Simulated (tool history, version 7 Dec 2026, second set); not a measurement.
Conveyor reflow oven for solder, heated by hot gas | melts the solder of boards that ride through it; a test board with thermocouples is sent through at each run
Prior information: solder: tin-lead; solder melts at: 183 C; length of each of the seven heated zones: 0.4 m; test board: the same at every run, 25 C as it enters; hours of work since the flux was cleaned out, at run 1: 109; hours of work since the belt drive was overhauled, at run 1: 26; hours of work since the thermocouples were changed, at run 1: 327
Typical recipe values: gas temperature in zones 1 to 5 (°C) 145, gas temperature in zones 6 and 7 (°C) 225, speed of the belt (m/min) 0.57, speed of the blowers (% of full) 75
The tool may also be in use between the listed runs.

run    day  gas temperature in zones 1 to 5 (°C)  gas temperature in zones 6 and 7 (°C)  speed of the belt (m/min)  speed of the blowers (% of full)  hours of work since the flux was cleaned out  hours of work since the belt drive was overhauled  hours of work since the thermocouples were changed  highest temperature of the board (°C)  time above the solder's melting point (s)
  1      0                                   145                                    225                       0.57                                75                                           109                                                 26                                                 327                                  214.2                                       64.4
  2  0.171                                   145                                    225                       0.57                                75                                           112                                                 29                                                 330                                  213.7                                       64.9
  3  0.342                                   145                                    225                       0.57                                75                                           115                                                 32                                                 333                                  213.6                                       64.4
  4   0.55                                   145                                    225                       0.57                                75                                           119                                                 36                                                 337                                  213.9                                       64.2
  5  0.962                                   145                                    225                       0.57                                75                                           127                                                 44                                                 344                                  213.7                                       64.1
  6  1.254                                   145                                    225                      0.678                                75                                           132                                                 49                                                 350                                  209.1                                       49.1
  7  1.446                                   145                                    225                      0.678                                75                                           136                                                 53                                                 354                                  209.1                                       49.1
  8  1.625                                   145                                    225                      0.678                                75                                           139                                                 56                                                 357                                  209.5                                       48.9
  9  1.862                                   145                                    225                       0.57                                75                                           144                                                 61                                                 361                                    214                                       64.1
 10  2.092                                   145                                    225                       0.57                                75                                           148                                                 65                                                 366                                  214.3                                       64.5
 11  2.417                                   145                                    225                       0.57                                75                                           154                                                 71                                                 372                                  214.2                                       64.4
 12  2.696                                   145                                    225                       0.57                                75                                           159                                                 76                                                 377                                  214.1                                       63.8

Estimate the outcome of run 13 from the log above:
 13  3.092                                   152                                    225                      0.637                                51                                           166                                                 84                                                 384                                      ?                                          ?

highest temperature of the board (°C): 209
time above the solder's melting point (s): 53.8
If the tool had no hidden condition, the same run with the same run-to-run variation would have returned highest temperature of the board (°C) 209, time above the solder's melting point (s) 53.7.

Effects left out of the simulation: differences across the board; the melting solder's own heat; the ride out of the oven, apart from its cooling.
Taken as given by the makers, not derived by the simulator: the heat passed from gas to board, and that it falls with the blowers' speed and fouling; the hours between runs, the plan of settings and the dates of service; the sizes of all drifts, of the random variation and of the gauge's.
